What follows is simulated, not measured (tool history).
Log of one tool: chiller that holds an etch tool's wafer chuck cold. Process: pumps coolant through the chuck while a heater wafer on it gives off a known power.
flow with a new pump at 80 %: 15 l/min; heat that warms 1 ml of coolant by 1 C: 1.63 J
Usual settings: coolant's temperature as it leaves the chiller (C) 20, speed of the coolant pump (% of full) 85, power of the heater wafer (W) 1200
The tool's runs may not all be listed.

run     day  coolant's temperature as it leaves the chiller (C)  speed of the coolant pump (% of full)  power of the heater wafer (W)  chuck's temperature once it has settled (C)  how much warmer the coolant comes back (C)
  1   0.000                                                  20                                     85                           1200                                         26.7                                        2.73
  2   1.908                                                  20                                     85                           1200                                         26.9                                        2.72
  3   3.775                                                  20                                     85                           1200                                         26.8                                        2.73
  4   6.000                                                  14                                     85                           1200                                         20.9                                        2.73
  5   8.679                                                  14                                     85                           1200                                         20.8                                        2.74
  6  10.750                                                  14                                     85                           1200                                         20.9                                        2.72
  7  12.554                                                  20                                     62                           1200                                         29.0                                        3.85
  8  13.962                                                  20                                     62                           1200                                         29.3                                        3.84
  9  15.683                                                  20                                     85                           1200                                         26.9                                        2.75
 10  17.329                                                  20                                     85                            849                                         25.0                                        1.91
 11  18.575                                                  20                                     85                            849                                         25.0                                        1.86
 12  20.067                                                  20                                     82                           1200                                         27.1                                        2.81
 13  22.042                                                  13                                     85                           1200                                         20.0                                        2.69
 14  23.388                                                  13                                     85                           1200                                         19.9                                        2.68
 15  25.117                                                  13                                     85                           1200                                         19.9                                        2.66
 16  26.396                                                  13                                     85                           1200                                         20.0                                        2.70
 17  28.038                                                  20                                     66                           1200                                         28.6                                        3.59
 18  29.612                                                  15                                     99                            825                                         19.0                                        1.49
 19  31.479                                                  30                                     99                           1346                                         36.7                                        2.53
 20  33.117                                                  27                                     99                            629                                         30.2                                        1.10
 21  35.783                                                  24                                     88                           1200                                         30.6                                        2.51
     36.725  -- coolant changed, channels flushed
 22  38.954                                                  24                                     88                           1200                                         30.8                                        2.54
 23  41.200                                                  14                                     69                            953                                         20.6                                        2.62
 24  43.983                                                  20                                     65                           1785                                         33.2                                        5.35
 25  46.662                                                  19                                     82                           1581                                         28.5                                        3.56
 26  48.533                                                  17                                     71                            894                                         23.2                                        2.33
 27  49.933                                                  17                                     91                            989                                         22.3                                        1.95
 28  51.708                                                  21                                     64                           1370                                         31.2                                        4.15
 29  52.950                                                  21                                     96                           1069                                         26.5                                        1.97
 30  55.638                                                  21                                     96                           1069                                         26.4                                        1.98
 31  57.921                                                  27                                     78                            692                                         31.4                                        1.58
 32  60.850                                                  27                                     85                           1200                                         33.7                                        2.56

Hidden state or all else? Some run-to-run changes of how much warmer the coolant comes back (C), split into what the settings, what came in and random variation would give without the hidden state, and what is left for the hidden state (with any gauge scatter that isn't in both results):
The hidden state here: heat passed by the chuck's channels, % of clean ones'; flow at a given pump speed, % of a new pump's; coolant's true temperature over the reading, C; drift of the gauge itself on chuck_c, C; drift of the gauge itself on warmer_back_c, C.
Run 1 -> 2: no setting changed, nothing entered. how much warmer the coolant comes back (C) -0.01: hidden state -0.02, all else +0.01.
Run 12 -> 13: coolant's temperature as it leaves the chiller (C) 20 -> 13, speed of the coolant pump (% of full) 82 -> 85. how much warmer the coolant comes back (C) -0.12: hidden state -0.02, all else -0.10.
Run 14 -> 15: no setting changed, nothing entered. how much warmer the coolant comes back (C) -0.02: hidden state -0.02, all else +0.00.
Run 23 -> 24: coolant's temperature as it leaves the chiller (C) 14 -> 20, speed of the coolant pump (% of full) 69 -> 65, power of the heater wafer (W) 953 -> 1785. how much warmer the coolant comes back (C) +2.73: hidden state -0.01, all else +2.74.
Run 27 -> 28: coolant's temperature as it leaves the chiller (C) 17 -> 21, speed of the coolant pump (% of full) 91 -> 64, power of the heater wafer (W) 989 -> 1370. how much warmer the coolant comes back (C) +2.20: hidden state +0.00, all else +2.20.
Run 28 -> 29: speed of the coolant pump (% of full) 64 -> 96, power of the heater wafer (W) 1370 -> 1069. how much warmer the coolant comes back (C) -2.18: hidden state -0.01, all else -2.17.

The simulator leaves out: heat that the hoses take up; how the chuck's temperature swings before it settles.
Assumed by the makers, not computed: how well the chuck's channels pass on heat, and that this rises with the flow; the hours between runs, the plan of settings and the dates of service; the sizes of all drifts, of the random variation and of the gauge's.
